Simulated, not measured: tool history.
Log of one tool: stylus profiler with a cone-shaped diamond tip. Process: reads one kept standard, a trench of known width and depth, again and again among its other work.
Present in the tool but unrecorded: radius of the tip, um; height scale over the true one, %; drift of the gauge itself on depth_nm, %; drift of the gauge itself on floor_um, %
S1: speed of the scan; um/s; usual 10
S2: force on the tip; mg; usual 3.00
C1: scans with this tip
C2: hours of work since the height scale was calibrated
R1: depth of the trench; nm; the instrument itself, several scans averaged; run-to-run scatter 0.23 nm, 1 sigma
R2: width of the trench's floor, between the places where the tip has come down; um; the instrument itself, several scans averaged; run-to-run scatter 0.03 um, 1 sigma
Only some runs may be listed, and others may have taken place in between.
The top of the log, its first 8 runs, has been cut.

Run 9, hour 127.6: usual settings; C1 2813; C2 554. Result: R1 1016.87 nm, R2 96.41 um.
Run 10, hour 137.7: usual settings but S2 2.23 mg; C1 2841; C2 559. Result: R1 1013.04 nm, R2 96.35 um.
Run 11, hour 149.2: usual settings but S2 1.13 mg; C1 2873; C2 565. Result: R1 1007.03 nm, R2 96.34 um.
Run 12, hour 169.2: usual settings but S2 1.79 mg; C1 2929; C2 576. Result: R1 1010.83 nm, R2 96.31 um.
Run 13, hour 179.1: usual settings but S1 13 um/s; C1 2956; C2 582. Result: R1 1016.39 nm, R2 96.35 um.
Run 14, hour 192.4: usual settings; C1 2993; C2 589. Result: R1 1016.51 nm, R2 96.35 um.
Run 15, hour 214.0: usual settings but S2 3.69 mg; C1 3052; C2 601. Result: R1 1019.41 nm, R2 96.38 um.
Run 16, hour 228.2: usual settings but S2 3.69 mg; C1 3092; C2 609. Result: R1 1019.50 nm, R2 96.32 um.
Run 17, hour 240.6: usual settings but S2 3.69 mg; C1 3126; C2 615. Result: R1 1019.32 nm, R2 96.33 um.
Run 18, hour 262.9: usual settings but S2 3.69 mg; C1 3188; C2 627. Result: R1 1018.72 nm, R2 96.30 um.
Run 19, hour 284.6: usual settings but S2 3.69 mg; C1 3248; C2 639. Result: R1 1019.27 nm, R2 96.37 um.

Run 20 has not been measured yet. What should we expect?
Run 20, hour 294.9: usual settings but S2 2.25 mg; C1 3276; C2 645. Result: R1 ?, R2 ?.

{"run 20": {"R1": 1012.53, "R2": 96.38}}
Without the tool's hidden state the same run would have given R1 1016.26 nm, R2 96.56 um.
